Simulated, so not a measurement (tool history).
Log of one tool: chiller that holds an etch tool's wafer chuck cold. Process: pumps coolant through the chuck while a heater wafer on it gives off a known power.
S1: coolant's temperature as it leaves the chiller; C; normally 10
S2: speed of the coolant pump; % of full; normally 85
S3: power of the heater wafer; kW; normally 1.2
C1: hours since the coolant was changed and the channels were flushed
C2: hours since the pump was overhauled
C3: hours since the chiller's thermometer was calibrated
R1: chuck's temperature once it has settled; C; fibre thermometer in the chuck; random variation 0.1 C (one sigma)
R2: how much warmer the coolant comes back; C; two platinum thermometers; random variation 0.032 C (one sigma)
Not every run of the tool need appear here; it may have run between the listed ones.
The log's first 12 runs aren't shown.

run,day,S1,S2,S3,C1,C2,C3,R1,R2
13,13.25,10,80,1.2,2202,476,3283,23.8,4.18
14,14.304,10,80,1.2,2228,502,3309,23.8,4.23
15,15.583,10,80,1.2,2258,532,3339,23.8,4.26
16,16.671,10,80,0.832,2285,559,3365,19.4,3.04
# day 17.388: gauge calibrated
17,17.558,16,85,0.634,2306,580,3387,23,1.95
18,18.775,16,85,0.634,2335,609,3416,23.2,2.05
19,20.175,0,94,1.512,2369,643,3449,15.9,4.26
20,21.171,16,83,0.972,2393,667,3473,26.9,3.17
21,22.817,16,83,1.204,2432,706,3513,29.5,3.88
22,23.796,16,83,1.204,2456,730,3536,29.6,3.96
23,25,16,83,1.204,2484,759,3565,29.5,3.97
24,26.321,15,92,1.358,2516,790,3597,29.6,3.98
25,27.962,15,73,0.711,2556,830,3636,23.5,2.78
26,29.529,15,73,0.711,2593,867,3674,23.6,2.83
27,31.133,15,73,0.711,2632,906,3713,23.6,2.84
28,32.421,10,72,0.688,2663,937,3743,18.5,2.84
29,33.625,6,71,0.788,2691,966,3772,15.9,3.27
30,34.446,6,71,0.788,2711,985,3792,15.7,3.31
31,35.317,6,71,0.788,2732,1006,3813,15.7,3.33

Alternative continuations, all from the tool just after run 31; predict every row:
A,36.779,10,85,0.776,2767,1041,3848,?,?
B,36.779,3,73,1.2,2767,1041,3848,?,?
C,36.779,6,71,1.206,2767,1041,3848,?,?
D,36.779,11,71,0.788,2767,1041,3848,?,?
E,36.779,5,78,0.75,2767,1041,3848,?,?

run,R1,R2
A,18.5,2.82
B,17.3,4.73
C,20.9,4.89
D,20.6,3.29
E,13.8,2.91
Stripped of hidden state, with their random variation kept, the same runs would have yielded:
run,R1,R2
A,18.5,2.46
B,17.3,4.37
C,20.9,4.53
D,20.6,2.93
E,13.7,2.55
